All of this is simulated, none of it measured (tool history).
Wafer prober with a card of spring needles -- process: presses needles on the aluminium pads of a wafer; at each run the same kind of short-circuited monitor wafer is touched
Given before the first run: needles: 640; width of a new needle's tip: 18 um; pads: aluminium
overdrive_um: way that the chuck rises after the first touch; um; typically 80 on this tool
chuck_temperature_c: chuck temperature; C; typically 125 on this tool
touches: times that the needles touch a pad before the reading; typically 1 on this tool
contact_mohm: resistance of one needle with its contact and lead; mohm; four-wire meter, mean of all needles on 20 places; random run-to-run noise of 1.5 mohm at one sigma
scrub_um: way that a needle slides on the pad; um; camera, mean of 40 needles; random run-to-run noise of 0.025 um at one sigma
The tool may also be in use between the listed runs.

| run | hour | overdrive_um | chuck_temperature_c | touches | contact_mohm | scrub_um |
|---|---|---|---|---|---|---|
| 1 | 0 | 80 | 125 | 1 | 166 | 19.33 |
|  | 7.3 | tips cleaned on abrasive film |
|  | 16.9 | tips cleaned on abrasive film |
| 2 | 21.4 | 80 | 125 | 1 | 173 | 19.29 |
|  | 28.7 | tips cleaned on abrasive film |
|  | 40.5 | tips cleaned on abrasive film |
|  | 51.9 | tips cleaned on abrasive film |
| 3 | 59.4 | 80 | 125 | 1 | 182 | 19.3 |
|  | 61.9 | tips cleaned on abrasive film |
|  | 74 | tips cleaned on abrasive film |
|  | 85.4 | tips cleaned on abrasive film |
| 4 | 85.4 | 80 | 125 | 1 | 153 | 19.25 |
|  | 97.1 | tips cleaned on abrasive film |
|  | 108.7 | tips cleaned on abrasive film |
|  | 118.9 | tips cleaned on abrasive film |
| 5 | 118.9 | 80 | 125 | 1 | 149 | 19.18 |
|  | 130.7 | tips cleaned on abrasive film |
|  | 140.4 | tips cleaned on abrasive film |
| 6 | 147.8 | 80 | 125 | 3 | 158 | 19.15 |
|  | 150.3 | tips cleaned on abrasive film |
|  | 155.4 | height of the first contact set anew |
|  | 160.2 | tips cleaned on abrasive film |
|  | 170.6 | tips cleaned on abrasive film |
| 7 | 170.6 | 80 | 125 | 3 | 150 | 19.39 |
|  | 182.3 | tips cleaned on abrasive film |
| 8 | 191 | 80 | 125 | 3 | 160 | 19.35 |
|  | 193.5 | tips cleaned on abrasive film |
|  | 205 | tips cleaned on abrasive film |
|  | 216.9 | tips cleaned on abrasive film |
|  | 228.5 | tips cleaned on abrasive film |
| 9 | 229 | 80 | 125 | 3 | 148 | 19.29 |
|  | 238.4 | tips cleaned on abrasive film |
|  | 250.4 | tips cleaned on abrasive film |
| 10 | 251.4 | 80 | 35 | 1 | 140 | 19.3 |
|  | 262.4 | tips cleaned on abrasive film |
| 11 | 269 | 80 | 125 | 1 | 180 | 19.29 |
|  | 273.9 | tips cleaned on abrasive film |
|  | 286 | tips cleaned on abrasive film |
| 12 | 294.7 | 80 | 125 | 1 | 184 | 19.22 |
|  | 297.2 | tips cleaned on abrasive film |
|  | 308.5 | tips cleaned on abrasive film |
|  | 319.7 | tips cleaned on abrasive film |
| 13 | 328.9 | 80 | 125 | 1 | 185 | 19.19 |
|  | 331.4 | tips cleaned on abrasive film |
|  | 343 | tips cleaned on abrasive film |
|  | 347.6 | height of the first contact set anew |
| 14 | 350.4 | 80 | 125 | 1 | 178 | 19.35 |
|  | 355.3 | tips cleaned on abrasive film |
|  | 365 | tips cleaned on abrasive film |
| 15 | 368.5 | 80 | 125 | 1 | 165 | 19.4 |
|  | 375.7 | tips cleaned on abrasive film |
|  | 387 | tips cleaned on abrasive film |
|  | 398.2 | tips cleaned on abrasive film |
| 16 | 399.2 | 80 | 125 | 1 | 154 | 19.32 |
|  | 408.8 | tips cleaned on abrasive film |
|  | 418.5 | tips cleaned on abrasive film |
| 17 | 421.7 | 80 | 52 | 2 | 151 | 19.32 |
|  | 428.7 | tips cleaned on abrasive film |
|  | 438.4 | tips cleaned on abrasive film |
|  | 450.3 | tips cleaned on abrasive film |
|  | 460 | tips cleaned on abrasive film |
| 18 | 460.1 | 80 | 52 | 2 | 137 | 19.27 |
|  | 471.6 | tips cleaned on abrasive film |
|  | 482.7 | tips cleaned on abrasive film |
|  | 492.9 | tips cleaned on abrasive film |
| 19 | 492.9 | 80 | 104 | 1 | 148 | 19.2 |
|  | 504.1 | tips cleaned on abrasive film |
|  | 513.7 | tips cleaned on abrasive film |
|  | 523.4 | tips cleaned on abrasive film |
|  | 534.9 | tips cleaned on abrasive film |
| 20 | 536.8 | 79 | 73 | 1 | 156 | 18.89 |
|  | 539.5 | height of the first contact set anew |
|  | 546.3 | tips cleaned on abrasive film |
|  | 557.8 | tips cleaned on abrasive film |
| 21 | 566.6 | 79 | 73 | 1 | 187 | 19.11 |
|  | 569.1 | tips cleaned on abrasive film |
|  | 580.9 | tips cleaned on abrasive film |
|  | 592.2 | tips cleaned on abrasive film |
| 22 | 592.2 | 91 | 47 | 1 | 137 | 22.03 |
|  | 603.8 | tips cleaned on abrasive film |
| 23 | 612 | 92 | 93 | 1 | 170 | 22.2 |
|  | 614.3 | tips cleaned on abrasive film |
|  | 626.4 | tips cleaned on abrasive film |
| 24 | 630.1 | 88 | 125 | 2 | 155 | 21.16 |
|  | 637.4 | tips cleaned on abrasive film |
|  | 648.8 | tips cleaned on abrasive film |
| 25 | 656.4 | 80 | 27 | 1 | 180 | 19.28 |
|  | 658.9 | tips cleaned on abrasive film |
|  | 670.2 | tips cleaned on abrasive film |
|  | 679.9 | tips cleaned on abrasive film |
| 26 | 680.8 | 60 | 37 | 1 | 152 | 14.37 |
|  | 690.5 | tips cleaned on abrasive film |
|  | 701.8 | tips cleaned on abrasive film |
| 27 | 710.7 | 80 | 125 | 1 | 190 | 19.2 |
|  | 713.2 | tips cleaned on abrasive film |
|  | 722.8 | tips cleaned on abrasive film |
|  | 732.2 | height of the first contact set anew |
|  | 734.7 | tips cleaned on abrasive film |
|  | 746.7 | tips cleaned on abrasive film |
| 28 | 752.1 | 80 | 125 | 3 | 161 | 19.34 |
|  | 757 | tips cleaned on abrasive film |
|  | 767.9 | tips cleaned on abrasive film |
|  | 779.6 | tips cleaned on abrasive film |
|  | 789.3 | tips cleaned on abrasive film |
| 29 | 794.9 | 94 | 46 | 2 | 150 | 22.72 |

Below are 4 alternative next runs, each starting from the tool's condition after run 29. Predict each:
|  | 799.5 | tips cleaned on abrasive film |
|  | 809.2 | tips cleaned on abrasive film |
| A | 818.2 | 94 | 46 | 1 | ? | ? |
|  | 799.5 | tips cleaned on abrasive film |
|  | 809.2 | tips cleaned on abrasive film |
| B | 818.2 | 86 | 125 | 1 | ? | ? |
|  | 799.5 | tips cleaned on abrasive film |
|  | 809.2 | tips cleaned on abrasive film |
| C | 818.2 | 94 | 38 | 2 | ? | ? |
|  | 799.5 | tips cleaned on abrasive film |
|  | 809.2 | tips cleaned on abrasive film |
| D | 818.2 | 69 | 42 | 2 | ? | ? |

| run | contact_mohm | scrub_um |
|---|---|---|
| A | 170 | 22.7 |
| B | 182 | 20.73 |
| C | 153 | 22.64 |
| D | 178 | 16.63 |
Had the tool no hidden state, the same runs would have come out as:
| run | contact_mohm | scrub_um |
|---|---|---|
| A | 131 | 22.8 |
| B | 141 | 20.84 |
| C | 129 | 22.74 |
| D | 136 | 16.74 |
